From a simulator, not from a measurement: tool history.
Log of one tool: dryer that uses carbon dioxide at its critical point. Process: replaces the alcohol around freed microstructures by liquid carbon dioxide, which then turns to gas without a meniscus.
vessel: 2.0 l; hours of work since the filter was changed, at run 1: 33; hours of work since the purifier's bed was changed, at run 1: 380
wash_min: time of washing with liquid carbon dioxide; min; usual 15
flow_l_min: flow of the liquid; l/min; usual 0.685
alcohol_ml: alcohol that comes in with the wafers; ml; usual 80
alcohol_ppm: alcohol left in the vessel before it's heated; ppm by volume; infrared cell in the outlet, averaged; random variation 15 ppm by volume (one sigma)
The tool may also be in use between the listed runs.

run   hour  wash_min  flow_l_min  alcohol_ml  hours of work since the filter was changed  hours of work since the purifier's bed was changed  alcohol_ppm
  1      0        15       0.685          80                                          33                                                 380          982
  2     24        15       0.685          80                                          49                                                 396         1037
  3   39.1        15       0.685          80                                          59                                                 406         1048
  4   59.2        15       0.685          24                                          72                                                 420          364
  5   76.7        15       0.685          23                                          84                                                 431          342
  6   90.9        15       0.685          80                                          93                                                 441         1084
  7  109.4        15       0.685          80                                         106                                                 453         1128
  8  129.1        15       0.685          80                                         119                                                 466         1126
  9  151.6        15       0.685          80                                         134                                                 481         1155
 10  163.4        15       0.685          80                                         142                                                 489         1150
 11  184.5        15       0.685          80                                         156                                                 503         1208
 12  203.5        15       0.685          42                                         169                                                 516          655
 13  221.2        15       0.685          42                                         180                                                 528          682
 14  237.7        15       0.685          80                                         191                                                 539         1235
 15  248.1        15       0.685          80                                         198                                                 546         1234
 16  267.3        15       0.592          80                                         211                                                 559         2024
     276.2  -- inlet filter changed
 17  286.9        15       0.592          80                                           7                                                 571         1573
 18  298.4        15       0.685          80                                          15                                                 579          995
 19  314.5        15       0.685          80                                          26                                                 589          997
 20  328.1        15       0.685          80                                          35                                                 599         1018
 21  344.8        15       0.685          80                                          46                                                 610         1053
 22  363.6        15       0.685          80                                          58                                                 622         1035
 23  379.8        15       0.685          45                                          69                                                 633          648
 24  399.9        15       0.685          45                                          83                                                 646          673
 25  409.8        17       0.845         115                                          89                                                 653          436
 26  430.7        15       0.673          49                                         103                                                 667          773
 27  440.6         9       0.469         101                                         110                                                 674        11208
 28  463.5        13       0.527          80                                         125                                                 689         3740
 29    486        11       0.685          80                                         140                                                 704         2963
 30  498.2        15        1.16          25                                         148                                                 712          120
 31  521.2        15       0.867          33                                         164                                                 728          274
 32  539.5        14        0.65          95                                         176                                                 740         2155
 33  557.1        14        0.65          95                                         188                                                 752         2193
 34  568.9        14       0.666          95                                         196                                                 759         2015
 35    587        14       0.666          95                                         208                                                 772         2055
 36  597.3        14       0.666          95                                         214                                                 778         2126
     601.7  -- inlet filter changed
 37  613.9        15       0.556          45                                           8                                                 789         1115
 38  625.4        19       0.685          80                                          16                                                 796          434
 39  640.4        13       0.558          42                                          26                                                 807         1614
 40    665        13       0.714          42                                          42                                                 823          817
 41  676.9        13       0.714          21                                          50                                                 831          475

Run 42 comes next. What will it give?
 42  687.7        13       0.714         102                                          57                                                 838            ?

Run 42 gave alcohol_ppm 1903 ppm by volume.
Without the tool's hidden state the same run would have given alcohol_ppm 1673 ppm by volume.

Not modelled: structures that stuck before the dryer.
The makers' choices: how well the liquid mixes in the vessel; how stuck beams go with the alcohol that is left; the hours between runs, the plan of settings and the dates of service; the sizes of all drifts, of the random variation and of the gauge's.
